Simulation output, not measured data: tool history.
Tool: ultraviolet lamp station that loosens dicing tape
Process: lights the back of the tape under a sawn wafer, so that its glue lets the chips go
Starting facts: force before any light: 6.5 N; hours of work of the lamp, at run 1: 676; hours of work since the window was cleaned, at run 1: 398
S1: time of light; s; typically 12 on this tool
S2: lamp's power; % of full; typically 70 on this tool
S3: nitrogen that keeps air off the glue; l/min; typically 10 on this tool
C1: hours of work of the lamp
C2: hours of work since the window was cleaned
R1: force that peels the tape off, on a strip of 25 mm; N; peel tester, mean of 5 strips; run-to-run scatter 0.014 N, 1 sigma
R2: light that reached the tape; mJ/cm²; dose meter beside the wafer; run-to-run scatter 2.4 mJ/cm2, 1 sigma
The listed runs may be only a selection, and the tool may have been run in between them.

run     day  S1  S2  S3    C1   C2     R1   R2
  1   0.000  12  70  10   676  398  0.843  222
      0.296  -- window cleaned of glue's vapour
  2   2.071  12  70  10   704   24  0.897  218
  3   5.512  12  91  10   751   72  0.533  278
  4   7.154  12  68  10   774   94  0.962  213
  5   9.554  12  68  10   807  127  0.954  207
      9.725  -- window cleaned of glue's vapour, once more
  6  11.700  12  68  10   836   27  0.833  223
  7  15.083  12  68  10   882   74  0.902  218
  8  18.400  12  68  10   928  119  0.895  219
  9  21.500  11  70  10   970  162  0.990  204
 10  23.796  11  70  10  1002  193  1.020  202
 11  27.038  20  70  10  1047  238  0.284  360
 12  29.517  14  70  10  1081  272  0.671  252
 13  31.754  12  70  10  1111  303  0.906  208
 14  34.871  12  70  10  1154  346  0.952  209
 15  37.662  12  70  10  1193  384  0.950  208
     38.838  -- window cleaned of glue's vapour
 16  40.954  12  70  10  1238   29  0.878  216
 17  44.075  12  70  10  1280   72  0.933  215
 18  46.088  12  70  10  1308  100  0.924  212
 19  48.879  12  70  10  1346  138  0.958  209
 20  50.675  12  70  10  1371  163  0.970  206
 21  53.542  12  70  10  1411  202  0.966  206
 22  56.471  15  70  10  1451  242  0.637  261
 23  58.525  15  70  10  1479  271  0.660  259
 24  61.517  22  75   5  1520  312  0.337  400
 25  63.421  22  75   5  1546  338  0.336  398
 26  66.492  13  70  10  1589  380  0.846  212
     68.025  -- window cleaned of glue's vapour
 27  69.746  13  70  10  1633   24  0.848  226
 28  71.988  18  78   4  1664   54  0.536  342
 29  74.917  18  78   4  1704   95  0.553  334
 30  76.408  18  65  16  1725  115  0.436  277
 31  79.662  24  75  10  1769  160  0.188  424
 32  82.838  21  84  17  1813  204  0.172  411
 33  84.512  21  84  17  1836  227  0.165  408
 34  87.608  12  79  17  1878  269  0.751  215
     90.500  -- lamp changed
 35  90.779   9  70  10     4  312  1.256  180
 36  93.446  21  83  10    40  349  0.142  495

Run 37 is up next; what results do you expect?
 37  95.867  21  83  10  74  382   ?   ?

Run 37 produced R1 0.140 N, R2 490 mJ/cm².
Had the tool carried no hidden state, the very same run would have given R1 0.122 N, R2 527 mJ/cm².
